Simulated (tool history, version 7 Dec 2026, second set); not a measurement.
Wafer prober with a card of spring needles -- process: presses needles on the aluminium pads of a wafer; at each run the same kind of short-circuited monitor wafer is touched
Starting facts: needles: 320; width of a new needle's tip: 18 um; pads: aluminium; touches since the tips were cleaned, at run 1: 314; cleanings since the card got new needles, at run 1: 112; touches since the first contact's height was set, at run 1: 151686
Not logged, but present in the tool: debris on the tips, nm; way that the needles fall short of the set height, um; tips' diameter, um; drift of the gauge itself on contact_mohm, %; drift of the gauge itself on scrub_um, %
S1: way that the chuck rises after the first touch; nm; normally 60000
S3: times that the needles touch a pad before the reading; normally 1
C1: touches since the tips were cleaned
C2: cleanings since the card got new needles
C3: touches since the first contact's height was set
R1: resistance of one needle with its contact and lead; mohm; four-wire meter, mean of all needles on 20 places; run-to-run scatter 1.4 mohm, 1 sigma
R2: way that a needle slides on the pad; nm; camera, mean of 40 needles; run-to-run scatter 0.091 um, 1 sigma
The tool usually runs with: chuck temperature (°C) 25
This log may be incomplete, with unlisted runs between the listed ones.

{"run": 1, "hour": 0.0, "S1": 60000, "chuck temperature (°C)": 25, "S3": 1, "C1": 314, "C2": 112, "C3": 151686, "R1": 150, "R2": 12240}
{"hour": 6.8, "done": "tips cleaned on abrasive film"}
{"hour": 15.3, "done": "tips cleaned on abrasive film"}
{"run": 2, "hour": 17.3, "S1": 60000, "chuck temperature (°C)": 25, "S3": 1, "C1": 1205, "C2": 114, "C3": 161796, "R1": 208, "R2": 12020}
{"hour": 22.5, "done": "tips cleaned on abrasive film"}
{"hour": 30.9, "done": "tips cleaned on abrasive film"}
{"hour": 37.7, "done": "tips cleaned on abrasive film"}
{"hour": 46.0, "done": "tips cleaned on abrasive film"}
{"hour": 51.4, "done": "height of the first contact set anew"}
{"hour": 53.5, "done": "tips cleaned on abrasive film"}
{"run": 3, "hour": 53.5, "S1": 60000, "chuck temperature (°C)": 25, "S3": 2, "C1": 0, "C2": 119, "C3": 1187, "R1": 131, "R2": 12670}
{"hour": 60.3, "done": "tips cleaned on abrasive film"}
{"hour": 67.1, "done": "tips cleaned on abrasive film"}
{"run": 4, "hour": 69.5, "S1": 60000, "chuck temperature (°C)": 52, "S3": 1, "C1": 1419, "C2": 121, "C3": 10522, "R1": 192, "R2": 12670}
{"hour": 74.7, "done": "tips cleaned on abrasive film"}
{"hour": 81.5, "done": "tips cleaned on abrasive film"}
{"hour": 90.0, "done": "tips cleaned on abrasive film"}
{"run": 5, "hour": 94.2, "S1": 60000, "chuck temperature (°C)": 25, "S3": 1, "C1": 2493, "C2": 124, "C3": 24888, "R1": 235, "R2": 12600}
{"hour": 97.6, "done": "tips cleaned on abrasive film"}
{"hour": 106.1, "done": "tips cleaned on abrasive film"}
{"hour": 112.9, "done": "tips cleaned on abrasive film"}
{"hour": 119.7, "done": "tips cleaned on abrasive film"}
{"hour": 124.8, "done": "tips cleaned on abrasive film, once more"}
{"hour": 132.8, "done": "tips cleaned on abrasive film"}
{"run": 6, "hour": 132.8, "S1": 60000, "chuck temperature (°C)": 25, "S3": 1, "C1": 0, "C2": 130, "C3": 47310, "R1": 135, "R2": 12640}
{"hour": 139.6, "done": "tips cleaned on abrasive film"}
{"hour": 146.4, "done": "tips cleaned on abrasive film"}
{"hour": 154.9, "done": "tips cleaned on abrasive film"}
{"hour": 163.4, "done": "tips cleaned on abrasive film"}
{"run": 7, "hour": 166.8, "S1": 60000, "chuck temperature (°C)": 25, "S3": 1, "C1": 2032, "C2": 134, "C3": 67152, "R1": 212, "R2": 12520}
{"hour": 170.3, "done": "tips cleaned on abrasive film"}
{"hour": 178.8, "done": "tips cleaned on abrasive film"}
{"hour": 187.2, "done": "tips cleaned on abrasive film"}
{"run": 8, "hour": 188.2, "S1": 60000, "chuck temperature (°C)": 25, "S3": 1, "C1": 581, "C2": 137, "C3": 79592, "R1": 161, "R2": 12640}
{"hour": 194.9, "done": "tips cleaned on abrasive film"}
{"hour": 201.8, "done": "tips cleaned on abrasive film"}
{"hour": 210.2, "done": "tips cleaned on abrasive film"}
{"run": 9, "hour": 212.6, "S1": 60000, "chuck temperature (°C)": 69, "S3": 1, "C1": 1398, "C2": 140, "C3": 93776, "R1": 211, "R2": 12300}
{"hour": 217.7, "done": "tips cleaned on abrasive film"}
{"hour": 226.2, "done": "tips cleaned on abrasive film"}
{"hour": 233.0, "done": "tips cleaned on abrasive film"}
{"run": 10, "hour": 234.7, "S1": 60000, "chuck temperature (°C)": 61, "S3": 1, "C1": 1007, "C2": 143, "C3": 106655, "R1": 182, "R2": 12370}
{"hour": 239.9, "done": "tips cleaned on abrasive film"}
{"hour": 246.7, "done": "tips cleaned on abrasive film"}
{"hour": 255.1, "done": "tips cleaned on abrasive film"}
{"run": 11, "hour": 261.7, "S1": 60000, "chuck temperature (°C)": 42, "S3": 1, "C1": 3870, "C2": 146, "C3": 122389, "R1": 294, "R2": 12280}
{"hour": 263.5, "done": "tips cleaned on abrasive film"}
{"hour": 272.0, "done": "tips cleaned on abrasive film"}
{"hour": 280.4, "done": "tips cleaned on abrasive film"}
{"hour": 288.8, "done": "tips cleaned on abrasive film"}
{"run": 12, "hour": 295.4, "S1": 60000, "chuck temperature (°C)": 42, "S3": 1, "C1": 3860, "C2": 150, "C3": 142023, "R1": 293, "R2": 12280}
{"hour": 297.2, "done": "tips cleaned on abrasive film"}
{"hour": 304.0, "done": "tips cleaned on abrasive film"}
{"hour": 312.5, "done": "tips cleaned on abrasive film"}
{"run": 13, "hour": 318.0, "S1": 60000, "chuck temperature (°C)": 42, "S3": 1, "C1": 3274, "C2": 153, "C3": 155191, "R1": 286, "R2": 12220}
{"hour": 319.8, "done": "tips cleaned on abrasive film"}
{"hour": 328.2, "done": "tips cleaned on abrasive film"}
{"hour": 335.4, "done": "tips cleaned on abrasive film"}
{"run": 14, "hour": 335.4, "S1": 72000, "chuck temperature (°C)": 28, "S3": 1, "C1": 0, "C2": 156, "C3": 165268, "R1": 131, "R2": 14630}
{"hour": 343.9, "done": "tips cleaned on abrasive film"}
{"hour": 350.7, "done": "tips cleaned on abrasive film"}
{"hour": 359.2, "done": "tips cleaned on abrasive film"}
{"hour": 362.8, "done": "height of the first contact set anew"}
{"run": 15, "hour": 365.6, "S1": 79000, "chuck temperature (°C)": 74, "S3": 1, "C1": 3611, "C2": 159, "C3": 1633, "R1": 207, "R2": 16780}
{"hour": 367.4, "done": "tips cleaned on abrasive film"}
{"hour": 375.9, "done": "tips cleaned on abrasive film"}
{"hour": 383.8, "done": "tips cleaned on abrasive film"}
{"run": 16, "hour": 383.8, "S1": 79000, "chuck temperature (°C)": 74, "S3": 1, "C1": 0, "C2": 162, "C3": 12209, "R1": 131, "R2": 16670}
{"hour": 392.3, "done": "tips cleaned on abrasive film"}
{"hour": 400.8, "done": "tips cleaned on abrasive film"}
{"hour": 409.2, "done": "tips cleaned on abrasive film"}
{"run": 17, "hour": 415.7, "S1": 79000, "chuck temperature (°C)": 74, "S3": 1, "C1": 3828, "C2": 165, "C3": 30841, "R1": 212, "R2": 16630}
{"hour": 417.5, "done": "tips cleaned on abrasive film"}
{"hour": 424.3, "done": "tips cleaned on abrasive film"}
{"hour": 432.8, "done": "tips cleaned on abrasive film"}
{"hour": 439.6, "done": "tips cleaned on abrasive film"}
{"run": 18, "hour": 446.0, "S1": 79000, "chuck temperature (°C)": 74, "S3": 1, "C1": 3803, "C2": 169, "C3": 48495, "R1": 220, "R2": 16630}
{"hour": 447.8, "done": "tips cleaned on abrasive film"}
{"hour": 454.6, "done": "tips cleaned on abrasive film"}
{"hour": 463.1, "done": "tips cleaned on abrasive film"}
{"hour": 471.6, "done": "tips cleaned on abrasive film"}
{"hour": 478.4, "done": "tips cleaned on abrasive film"}
{"run": 19, "hour": 484.1, "S1": 66000, "chuck temperature (°C)": 25, "S3": 1, "C1": 3377, "C2": 174, "C3": 70670, "R1": 251, "R2": 13770}
{"hour": 485.9, "done": "tips cleaned on abrasive film"}
{"hour": 494.4, "done": "tips cleaned on abrasive film"}
{"run": 20, "hour": 500.2, "S1": 79000, "chuck temperature (°C)": 25, "S3": 2, "C1": 3437, "C2": 176, "C3": 80043, "R1": 173, "R2": 16590}
{"hour": 502.0, "done": "tips cleaned on abrasive film"}
{"hour": 508.8, "done": "tips cleaned on abrasive film"}
{"hour": 517.3, "done": "tips cleaned on abrasive film"}
{"hour": 524.1, "done": "tips cleaned on abrasive film"}
{"run": 21, "hour": 526.7, "S1": 54000, "chuck temperature (°C)": 48, "S3": 1, "C1": 1543, "C2": 180, "C3": 95436, "R1": 234, "R2": 11130}
{"hour": 531.9, "done": "tips cleaned on abrasive film"}
{"hour": 540.3, "done": "tips cleaned on abrasive film"}
{"hour": 548.8, "done": "tips cleaned on abrasive film"}
{"run": 22, "hour": 553.7, "S1": 63000, "chuck temperature (°C)": 85, "S3": 3, "C1": 2908, "C2": 183, "C3": 111187, "R1": 180, "R2": 12920}
{"hour": 557.2, "done": "tips cleaned on abrasive film"}
{"hour": 565.7, "done": "tips cleaned on abrasive film"}
{"hour": 574.2, "done": "tips cleaned on abrasive film"}
{"hour": 582.7, "done": "tips cleaned on abrasive film"}
{"run": 23, "hour": 585.3, "S1": 41000, "chuck temperature (°C)": 32, "S3": 2, "C1": 1578, "C2": 187, "C3": 129585, "R1": 242, "R2": 8210}
{"hour": 590.3, "done": "tips cleaned on abrasive film"}
{"hour": 598.7, "done": "tips cleaned on abrasive film"}
{"run": 24, "hour": 603.8, "S1": 41000, "chuck temperature (°C)": 32, "S3": 2, "C1": 2988, "C2": 189, "C3": 140355, "R1": 322, "R2": 8240}
{"hour": 605.5, "done": "tips cleaned on abrasive film"}
{"hour": 614.0, "done": "tips cleaned on abrasive film"}
{"hour": 622.5, "done": "tips cleaned on abrasive film"}
{"run": 25, "hour": 625.0, "S1": 49000, "chuck temperature (°C)": 42, "S3": 1, "C1": 1484, "C2": 192, "C3": 152676, "R1": 275, "R2": 9750}

Forecast each of these 5 alternatives for the next run:
{"hour": 630.1, "done": "tips cleaned on abrasive film"}
{"hour": 638.5, "done": "tips cleaned on abrasive film"}
{"hour": 647.0, "done": "tips cleaned on abrasive film"}
{"hour": 655.5, "done": "tips cleaned on abrasive film"}
{"run": "A", "hour": 657.8, "S1": 71000, "chuck temperature (°C)": 28, "S3": 1, "C1": 1357, "C2": 196, "C3": 171779, "R1": "?", "R2": "?"}
{"hour": 630.1, "done": "tips cleaned on abrasive film"}
{"hour": 638.5, "done": "tips cleaned on abrasive film"}
{"hour": 647.0, "done": "tips cleaned on abrasive film"}
{"hour": 655.5, "done": "tips cleaned on abrasive film"}
{"run": "B", "hour": 657.8, "S1": 60000, "chuck temperature (°C)": 25, "S3": 2, "C1": 1357, "C2": 196, "C3": 171779, "R1": "?", "R2": "?"}
{"hour": 630.1, "done": "tips cleaned on abrasive film"}
{"hour": 638.5, "done": "tips cleaned on abrasive film"}
{"hour": 647.0, "done": "tips cleaned on abrasive film"}
{"hour": 655.5, "done": "tips cleaned on abrasive film"}
{"run": "C", "hour": 657.8, "S1": 45000, "chuck temperature (°C)": 25, "S3": 1, "C1": 1357, "C2": 196, "C3": 171779, "R1": "?", "R2": "?"}
{"hour": 630.1, "done": "tips cleaned on abrasive film"}
{"hour": 638.5, "done": "tips cleaned on abrasive film"}
{"hour": 647.0, "done": "tips cleaned on abrasive film"}
{"hour": 655.5, "done": "tips cleaned on abrasive film"}
{"run": "D", "hour": 657.8, "S1": 74000, "chuck temperature (°C)": 42, "S3": 1, "C1": 1357, "C2": 196, "C3": 171779, "R1": "?", "R2": "?"}
{"hour": 630.1, "done": "tips cleaned on abrasive film"}
{"hour": 638.5, "done": "tips cleaned on abrasive film"}
{"hour": 647.0, "done": "tips cleaned on abrasive film"}
{"hour": 655.5, "done": "tips cleaned on abrasive film"}
{"run": "E", "hour": 657.8, "S1": 59000, "chuck temperature (°C)": 41, "S3": 3, "C1": 1357, "C2": 196, "C3": 171779, "R1": "?", "R2": "?"}

run=A R1=174 R2=14470
run=B R1=174 R2=12010
run=C R1=276 R2=9070
run=D R1=172 R2=15100
run=E R1=159 R2=12000
With the hidden condition removed and each run's random variation left untouched, the same runs would have given:
run=A R1=115 R2=15090
run=B R1=120 R2=12620
run=C R1=128 R2=9690
run=D R1=117 R2=15720
run=E R1=123 R2=12620
